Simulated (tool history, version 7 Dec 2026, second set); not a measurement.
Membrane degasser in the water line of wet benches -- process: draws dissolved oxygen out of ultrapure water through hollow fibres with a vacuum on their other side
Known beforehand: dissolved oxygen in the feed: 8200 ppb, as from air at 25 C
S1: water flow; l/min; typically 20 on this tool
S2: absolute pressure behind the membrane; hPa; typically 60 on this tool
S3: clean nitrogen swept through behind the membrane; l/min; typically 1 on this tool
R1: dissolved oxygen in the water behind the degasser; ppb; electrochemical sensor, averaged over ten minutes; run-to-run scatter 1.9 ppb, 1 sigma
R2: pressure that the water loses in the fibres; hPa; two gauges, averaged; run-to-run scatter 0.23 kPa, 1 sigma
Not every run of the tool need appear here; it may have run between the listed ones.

| run | hour | S1 | S2 | S3 | R1 | R2 |
|---|---|---|---|---|---|---|
| 1 | 0 | 20 | 60 | 1 | 208.4 | 585.7 |
| 2 | 83.3 | 20 | 46.1 | 1 | 149.1 | 586 |
| 3 | 165.3 | 20 | 46.1 | 1 | 150.2 | 586.1 |
| 4 | 259.2 | 20 | 46.1 | 1 | 149.7 | 589.2 |
| 5 | 377.6 | 20 | 58.9 | 1 | 207.1 | 588.7 |
| 6 | 540.4 | 20 | 58.9 | 1 | 207.9 | 588.1 |
| 7 | 622.6 | 16 | 58.9 | 1 | 151.9 | 468.7 |
| 8 | 802.5 | 16 | 58.9 | 1 | 149.9 | 469.6 |
| 9 | 890.3 | 20 | 60 | 1 | 214 | 588.5 |
| 10 | 1064.3 | 20 | 60 | 1 | 212.2 | 588.7 |
| 11 | 1154.6 | 20 | 60 | 1 | 215.9 | 591.9 |
| 12 | 1260.5 | 20 | 75.2 | 1 | 276.8 | 588.3 |
| 13 | 1416.6 | 20 | 75.2 | 1 | 275.8 | 590.8 |
| 14 | 1518.5 | 20 | 75.2 | 1 | 280.6 | 591.1 |
| 15 | 1596.5 | 21 | 60 | 1 | 230.9 | 625.7 |
| 16 | 1705.2 | 21 | 60 | 1 | 228.6 | 620 |
| 17 | 1789 | 21 | 60 | 1 | 231 | 620.7 |
| 18 | 1952.8 | 21 | 138.5 | 0.42 | 1015.3 | 624.2 |
| 19 | 2053.4 | 21 | 138.5 | 0.42 | 1007.1 | 621.3 |
| 20 | 2213.6 | 21 | 46.7 | 0.42 | 248.8 | 624.9 |
| 21 | 2324.6 | 21 | 46.7 | 0.42 | 257.8 | 620.5 |

Run 22 is up next; what results do you expect?
| 22 | 2485 | 17 | 103.6 | 1.57 | ? | ? |

R1: 238.7 ppb
R2: 506.6 hPa
With the hidden condition absent and the run-to-run variation left alone, this run would have shown R1 219 ppb, R2 481.1 hPa.

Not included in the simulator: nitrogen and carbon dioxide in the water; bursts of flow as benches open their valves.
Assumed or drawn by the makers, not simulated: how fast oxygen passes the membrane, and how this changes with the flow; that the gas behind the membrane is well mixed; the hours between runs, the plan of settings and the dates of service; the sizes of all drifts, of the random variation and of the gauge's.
